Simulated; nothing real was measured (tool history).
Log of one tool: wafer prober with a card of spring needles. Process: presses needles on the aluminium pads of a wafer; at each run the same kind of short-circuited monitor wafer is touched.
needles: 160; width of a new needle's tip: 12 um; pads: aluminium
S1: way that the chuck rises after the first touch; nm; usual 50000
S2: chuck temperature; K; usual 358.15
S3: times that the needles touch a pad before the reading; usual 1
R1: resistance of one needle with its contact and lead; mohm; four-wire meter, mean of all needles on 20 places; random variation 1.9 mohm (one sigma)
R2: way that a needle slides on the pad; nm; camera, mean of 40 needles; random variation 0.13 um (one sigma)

run 1 hour=0.0 | S1=50000 S2=358.15 S3=1 | R1=230 R2=13490
-- hour=2.0 tips cleaned on abrasive film
-- hour=11.7 tips cleaned on abrasive film
-- hour=19.5 tips cleaned on abrasive film
-- hour=29.2 tips cleaned on abrasive film
-- hour=38.9 tips cleaned on abrasive film
-- hour=48.6 tips cleaned on abrasive film
-- hour=58.3 tips cleaned on abrasive film
run 2 hour=59.2 | S1=50000 S2=358.15 S3=1 | R1=214 R2=13320
-- hour=66.9 tips cleaned on abrasive film
-- hour=76.6 tips cleaned on abrasive film
-- hour=86.3 tips cleaned on abrasive film
-- hour=96.0 tips cleaned on abrasive film
-- hour=105.7 tips cleaned on abrasive film
-- hour=115.4 tips cleaned on abrasive film
run 3 hour=117.3 | S1=50000 S2=358.15 S3=1 | R1=220 R2=13170
-- hour=125.1 tips cleaned on abrasive film
-- hour=134.8 tips cleaned on abrasive film
-- hour=144.5 tips cleaned on abrasive film
-- hour=152.2 tips cleaned on abrasive film
-- hour=161.9 tips cleaned on abrasive film
-- hour=169.7 tips cleaned on abrasive film
run 4 hour=171.8 | S1=50000 S2=358.15 S3=1 | R1=222 R2=12780
-- hour=177.6 tips cleaned on abrasive film
-- hour=187.3 tips cleaned on abrasive film
-- hour=197.0 tips cleaned on abrasive film
-- hour=206.7 tips cleaned on abrasive film
run 5 hour=208.4 | S1=50000 S2=358.15 S3=2 | R1=213 R2=12810
-- hour=216.2 tips cleaned on abrasive film
-- hour=225.9 tips cleaned on abrasive film
-- hour=235.6 tips cleaned on abrasive film
-- hour=245.3 tips cleaned on abrasive film
run 6 hour=249.5 | S1=30000 S2=358.15 S3=1 | R1=307 R2=7310
-- hour=253.4 tips cleaned on abrasive film
-- hour=263.1 tips cleaned on abrasive film
-- hour=272.8 tips cleaned on abrasive film
-- hour=282.5 tips cleaned on abrasive film
-- hour=290.3 tips cleaned on abrasive film
-- hour=300.0 tips cleaned on abrasive film
run 7 hour=303.9 | S1=50000 S2=358.15 S3=1 | R1=236 R2=12630
-- hour=307.8 tips cleaned on abrasive film
-- hour=317.5 tips cleaned on abrasive film
-- hour=327.2 tips cleaned on abrasive film
-- hour=335.0 tips cleaned on abrasive film
-- hour=344.6 tips cleaned on abrasive film
run 8 hour=344.6 | S1=50000 S2=358.15 S3=1 | R1=214 R2=12670
-- hour=352.4 tips cleaned on abrasive film
-- hour=362.1 tips cleaned on abrasive film
-- hour=369.9 tips cleaned on abrasive film
-- hour=379.6 tips cleaned on abrasive film
-- hour=389.3 tips cleaned on abrasive film
-- hour=397.0 tips cleaned on abrasive film
-- hour=406.7 tips cleaned on abrasive film
run 9 hour=407.5 | S1=50000 S2=358.15 S3=1 | R1=217 R2=12390
-- hour=415.3 tips cleaned on abrasive film
-- hour=425.0 tips cleaned on abrasive film
-- hour=434.6 tips cleaned on abrasive film
-- hour=444.3 tips cleaned on abrasive film
-- hour=454.0 tips cleaned on abrasive film
-- hour=463.7 tips cleaned on abrasive film
-- hour=469.6 tips cleaned on abrasive film, once more
-- hour=479.3 tips cleaned on abrasive film
run 10 hour=486.3 | S1=50000 S2=358.15 S3=1 | R1=255 R2=11930
-- hour=488.4 tips cleaned on abrasive film
-- hour=498.0 tips cleaned on abrasive film
-- hour=507.7 tips cleaned on abrasive film
-- hour=515.5 tips cleaned on abrasive film
-- hour=525.2 tips cleaned on abrasive film
-- hour=533.0 tips cleaned on abrasive film
-- hour=542.7 tips cleaned on abrasive film
run 11 hour=545.0 | S1=50000 S2=358.15 S3=1 | R1=230 R2=11890
-- hour=550.9 tips cleaned on abrasive film
-- hour=560.6 tips cleaned on abrasive film
-- hour=570.3 tips cleaned on abrasive film
-- hour=580.0 tips cleaned on abrasive film
-- hour=589.7 tips cleaned on abrasive film
-- hour=597.5 tips cleaned on abrasive film
-- hour=607.1 tips cleaned on abrasive film
run 12 hour=611.5 | S1=57000 S2=397.15 S3=2 | R1=231 R2=13980
-- hour=615.4 tips cleaned on abrasive film
-- hour=625.1 tips cleaned on abrasive film
-- hour=634.8 tips cleaned on abrasive film
-- hour=644.5 tips cleaned on abrasive film
-- hour=652.3 tips cleaned on abrasive film
-- hour=662.0 tips cleaned on abrasive film
run 13 hour=663.8 | S1=50000 S2=373.15 S3=1 | R1=234 R2=11830
-- hour=671.5 tips cleaned on abrasive film
-- hour=681.2 tips cleaned on abrasive film
-- hour=690.9 tips cleaned on abrasive film
-- hour=700.6 tips cleaned on abrasive film
run 14 hour=701.2 | S1=50000 S2=373.15 S3=1 | R1=223 R2=11580
-- hour=708.9 tips cleaned on abrasive film
-- hour=718.6 tips cleaned on abrasive film
-- hour=728.3 tips cleaned on abrasive film
-- hour=736.1 tips cleaned on abrasive film
-- hour=745.8 tips cleaned on abrasive film
-- hour=755.5 tips cleaned on abrasive film
-- hour=765.2 tips cleaned on abrasive film
-- hour=771.3 height of the first contact set anew
-- hour=775.2 tips cleaned on abrasive film
run 15 hour=777.6 | S1=50000 S2=373.15 S3=1 | R1=231 R2=13960
-- hour=783.5 tips cleaned on abrasive film
-- hour=791.3 tips cleaned on abrasive film
-- hour=800.9 tips cleaned on abrasive film
-- hour=810.6 tips cleaned on abrasive film
-- hour=818.4 tips cleaned on abrasive film
-- hour=828.1 tips cleaned on abrasive film
run 16 hour=834.4 | S1=50000 S2=304.15 S3=1 | R1=228 R2=13640

Forecast run 17:
-- hour=836.4 tips cleaned on abrasive film
-- hour=844.2 tips cleaned on abrasive film
-- hour=853.9 tips cleaned on abrasive film
-- hour=863.6 tips cleaned on abrasive film
-- hour=873.2 tips cleaned on abrasive film
-- hour=881.0 tips cleaned on abrasive film
-- hour=890.7 tips cleaned on abrasive film
-- hour=898.5 tips cleaned on abrasive film
-- hour=908.2 tips cleaned on abrasive film
run 17 hour=915.1 | S1=50000 S2=304.15 S3=1 | R1=? R2=?

Run 17 gave R1 235 mohm, R2 13260 nm.
Without the tool's hidden state the same run would have given R1 183 mohm, R2 13650 nm.

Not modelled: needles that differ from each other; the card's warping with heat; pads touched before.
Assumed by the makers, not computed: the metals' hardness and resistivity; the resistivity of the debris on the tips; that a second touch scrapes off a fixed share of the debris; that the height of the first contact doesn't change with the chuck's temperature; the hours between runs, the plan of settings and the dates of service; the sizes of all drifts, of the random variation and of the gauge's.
